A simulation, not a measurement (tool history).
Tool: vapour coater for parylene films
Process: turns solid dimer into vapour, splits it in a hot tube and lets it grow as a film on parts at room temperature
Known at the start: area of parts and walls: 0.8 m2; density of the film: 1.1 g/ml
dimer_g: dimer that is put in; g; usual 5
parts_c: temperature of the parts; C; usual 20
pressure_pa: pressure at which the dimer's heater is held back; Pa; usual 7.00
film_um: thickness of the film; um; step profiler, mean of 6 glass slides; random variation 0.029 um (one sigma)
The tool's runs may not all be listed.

run 1 hour=0.0 | dimer_g=5 parts_c=20 pressure_pa=7.00 | film_um=2.27
run 2 hour=18.6 | dimer_g=5 parts_c=20 pressure_pa=7.00 | film_um=2.28
-- hour=34.2 trap's valve overhauled
run 3 hour=42.7 | dimer_g=5 parts_c=20 pressure_pa=7.00 | film_um=2.60
run 4 hour=57.2 | dimer_g=5 parts_c=20 pressure_pa=4.65 | film_um=2.84
run 5 hour=75.3 | dimer_g=5 parts_c=20 pressure_pa=4.65 | film_um=2.84
run 6 hour=89.0 | dimer_g=5 parts_c=20 pressure_pa=4.65 | film_um=2.82
run 7 hour=98.6 | dimer_g=5 parts_c=20 pressure_pa=4.65 | film_um=2.78
run 8 hour=117.5 | dimer_g=5 parts_c=20 pressure_pa=7.00 | film_um=2.55
-- hour=119.4 table's thermometer calibrated
run 9 hour=131.6 | dimer_g=5 parts_c=20 pressure_pa=7.00 | film_um=2.56
run 10 hour=143.5 | dimer_g=5 parts_c=20 pressure_pa=7.00 | film_um=2.60
run 11 hour=153.7 | dimer_g=5 parts_c=20 pressure_pa=7.00 | film_um=2.61
-- hour=159.1 table's thermometer calibrated, once more
run 12 hour=166.1 | dimer_g=5 parts_c=20 pressure_pa=2.83 | film_um=3.13
run 13 hour=175.7 | dimer_g=5 parts_c=20 pressure_pa=2.83 | film_um=3.09
run 14 hour=193.4 | dimer_g=5 parts_c=28 pressure_pa=3.30 | film_um=2.54
run 15 hour=204.5 | dimer_g=6 parts_c=20 pressure_pa=7.00 | film_um=3.09

The next listed run, before its measurement:
run 16 hour=216.5 | dimer_g=3 parts_c=20 pressure_pa=8.12 | film_um=?

{"run 16": {"film_um": 1.46}}
Without the tool's hidden state the same run would have given film_um 1.50 um.

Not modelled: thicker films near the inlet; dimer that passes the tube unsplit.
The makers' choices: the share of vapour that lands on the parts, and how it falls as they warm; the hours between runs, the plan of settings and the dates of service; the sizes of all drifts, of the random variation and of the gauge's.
